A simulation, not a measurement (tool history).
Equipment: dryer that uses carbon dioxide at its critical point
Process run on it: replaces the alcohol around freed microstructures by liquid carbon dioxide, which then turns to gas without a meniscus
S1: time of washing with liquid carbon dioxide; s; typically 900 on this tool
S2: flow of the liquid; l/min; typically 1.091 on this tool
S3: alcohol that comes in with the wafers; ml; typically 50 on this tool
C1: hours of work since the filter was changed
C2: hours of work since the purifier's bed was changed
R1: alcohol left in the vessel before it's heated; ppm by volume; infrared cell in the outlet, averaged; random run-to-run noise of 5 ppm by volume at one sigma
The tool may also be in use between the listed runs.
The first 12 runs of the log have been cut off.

run,hour,S1,S2,S3,C1,C2,R1
13,95.0,900,1.091,48,324,143,55
14,101.6,900,1.091,48,329,148,53
15,107.5,900,1.091,116,333,152,95
16,117.9,900,1.091,116,341,159,92
17,122.7,720,1.091,50,344,163,131
18,127.6,900,1.091,50,347,166,63
19,134.1,900,1.091,50,352,171,60
20,138.8,960,1.091,50,355,174,51
21,144.2,960,1.091,50,359,178,55
22,153.6,960,1.091,50,366,184,53
23,160.1,960,1.091,50,370,189,49
24,164.8,720,1.091,53,374,192,163
25,175.3,540,1.091,35,381,200,348
26,182.1,540,1.370,35,386,205,148
27,187.5,840,1.340,50,390,208,47
28,195.5,840,1.340,50,396,214,49
29,206.7,660,1.340,49,403,222,107
30,215.7,660,1.340,49,410,228,93
31,222.3,900,0.730,20,415,233,180
32,232.1,900,1.120,50,421,240,77
33,238.8,720,1.120,33,426,245,124
34,244.9,720,1.120,33,431,249,120
35,252.5,1200,0.810,33,436,255,74

What does the tool deliver on the next run?
36,259.6,1200,0.810,33,441,259,?

{"run 36": {"R1": 77}}
Minus the tool's unlogged condition, the same run would have read R1 13 ppm by volume.

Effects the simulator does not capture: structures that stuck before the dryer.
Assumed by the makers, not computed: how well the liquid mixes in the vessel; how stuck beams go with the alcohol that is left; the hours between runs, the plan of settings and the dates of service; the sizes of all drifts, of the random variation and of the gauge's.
